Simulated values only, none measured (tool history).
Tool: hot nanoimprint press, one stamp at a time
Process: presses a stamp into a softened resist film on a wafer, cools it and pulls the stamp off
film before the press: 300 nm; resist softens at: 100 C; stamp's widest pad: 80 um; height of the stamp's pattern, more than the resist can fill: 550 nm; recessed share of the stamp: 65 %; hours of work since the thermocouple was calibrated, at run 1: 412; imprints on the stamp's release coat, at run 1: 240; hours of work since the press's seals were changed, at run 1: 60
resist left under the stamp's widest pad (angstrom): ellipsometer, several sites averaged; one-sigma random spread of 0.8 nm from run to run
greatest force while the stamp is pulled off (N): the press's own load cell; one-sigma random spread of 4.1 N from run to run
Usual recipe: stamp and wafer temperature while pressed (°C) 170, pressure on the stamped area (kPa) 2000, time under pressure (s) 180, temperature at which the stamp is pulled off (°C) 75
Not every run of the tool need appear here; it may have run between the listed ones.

run	hour	stamp and wafer temperature while pressed (°C)	pressure on the stamped area (kPa)	time under pressure (s)	temperature at which the stamp is pulled off (°C)	hours of work since the thermocouple was calibrated	imprints on the stamp's release coat	hours of work since the press's seals were changed	resist left under the stamp's widest pad (angstrom)	greatest force while the stamp is pulled off (N)
1	0	170	2000	180	75	412	240	60	1782	208
2	5.6	170	2000	180	75	415	258	64	1785	209
3	15.2	170	2000	180	75	421	289	70	1785	221
4	22.5	170	2000	180	75	426	312	74	1793	223
5	34	170	2000	180	75	433	349	81	1793	223
6	44.4	170	2000	180	75	439	382	88	1796	216
7	55.1	170	2000	180	75	446	417	94	1796	217
8	63.2	161	2000	180	75	451	443	99	2159	234
9	75	161	2000	180	75	458	481	106	2153	234
10	87.1	168	2000	180	75	465	520	114	1852	230
11	94.2	170	2000	180	75	470	543	118	1783	231
12	101.4	170	2000	180	75	474	566	122	1782	224
13	110.6	170	2000	180	75	480	595	128	1785	225
14	121.3	170	2000	180	75	486	630	135	1790	228
# hour 133.4: plate thermocouple calibrated
15	136.1	170	2000	180	75	2	668	142	1808	245
16	145.8	171	1930	302	63	8	699	148	1539	286
17	156.2	171	1930	302	63	14	732	154	1549	287
18	165.4	170	2000	180	76	20	762	160	1822	244
19	172.2	170	2270	180	75	24	784	164	1704	233
20	182	170	2270	180	75	30	815	170	1708	245
21	192.8	170	2270	180	75	36	850	176	1714	243
22	204.4	170	1860	180	75	43	887	184	1872	254
23	215.2	161	1920	180	64	50	922	190	2211	302
24	222.9	161	1920	180	78	55	947	195	2200	251
25	234.6	161	1920	180	78	62	985	202	2201	244
26	242.9	170	2000	237	72	67	1011	207	1671	277
27	250.6	170	2000	135	72	72	1036	212	1958	277
28	256.6	170	2000	135	72	75	1055	215	1968	280
29	266.5	168	2290	244	70	81	1087	221	1627	289

4 ways to go on from here, each from the tool as it stands after run 29. What would each give?
A	278.2	161	2290	244	70	88	1125	229	?	?
B	278.2	176	1250	139	70	88	1125	229	?	?
C	278.2	168	2290	186	70	88	1125	229	?	?
D	278.2	178	2000	180	62	88	1125	229	?	?

run	resist left under the stamp's widest pad (angstrom)	greatest force while the stamp is pulled off (N)
A	1910	281
B	2094	283
C	1765	285
D	1514	338
Take away the tool's hidden state, keep each run's random variation, and the runs would have read:
run	resist left under the stamp's widest pad (angstrom)	greatest force while the stamp is pulled off (N)
A	1896	210
B	2087	211
C	1751	214
D	1502	252
